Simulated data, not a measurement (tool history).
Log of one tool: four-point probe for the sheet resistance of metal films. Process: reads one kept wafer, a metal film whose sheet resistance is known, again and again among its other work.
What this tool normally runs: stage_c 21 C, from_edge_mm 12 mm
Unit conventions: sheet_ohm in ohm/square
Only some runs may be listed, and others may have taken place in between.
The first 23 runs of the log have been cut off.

run     day  stage_c  from_edge_mm  touches since the probe head was changed  hours of work since the stage's thermometer was calibrated  sheet_ohm
 24  41.479       21             4                                     43225                                                         682  24.028011
 25  43.054       21             4                                     43972                                                         708  24.030560
 26  44.425       21            36                                     44622                                                         732  23.809085
 27  46.738       21            36                                     45719                                                         771  23.827242
 28  49.008       18             3                                     46795                                                         810  24.067040
 29  51.067       18            11                                     47772                                                         845  23.752241
 30  52.433       25             7                                     48419                                                         868  23.985511
 31  53.467       19             4                                     48909                                                         886  23.924910
 32  54.550       18             9                                     49424                                                         904  23.742401
 33  56.046       18             9                                     50132                                                         930  23.737073
 34  57.458       28             3                                     50802                                                         954  24.352847
 35  59.558       34            12                                     51799                                                         990  24.190173
 36  61.088       19            54                                     52523                                                        1016  23.724846
 37  62.767       23             7                                     53320                                                        1044  23.908957
 38  64.058       34            21                                     53932                                                        1066  24.160524
 39  65.083       30             6                                     54418                                                        1084  24.119026
 40  67.071       19            11                                     55361                                                        1117  23.729761
 41  68.892       19            11                                     56223                                                        1148  23.729959
 42  70.608       19            11                                     57038                                                        1178  23.732022
 43  72.242       19            11                                     57811                                                        1205  23.727567
 44  74.475       25            24                                     58871                                                        1244  23.883069
 45  75.683       26            24                                     59444                                                        1264  23.901375

Predict each of these 3 candidate next runs independently; none follows another, all start after run 45:
  A  77.608       34            12                                     60357                                                        1297          ?
  B  77.608       26            23                                     60357                                                        1297          ?
  C  77.608       26            16                                     60357                                                        1297          ?

run  sheet_ohm
  A  24.140555
  B  23.896256
  C  23.906185
With no hidden state in the tool, these same runs would have given:
run  sheet_ohm
  A  24.345477
  B  24.100051
  C  24.110061

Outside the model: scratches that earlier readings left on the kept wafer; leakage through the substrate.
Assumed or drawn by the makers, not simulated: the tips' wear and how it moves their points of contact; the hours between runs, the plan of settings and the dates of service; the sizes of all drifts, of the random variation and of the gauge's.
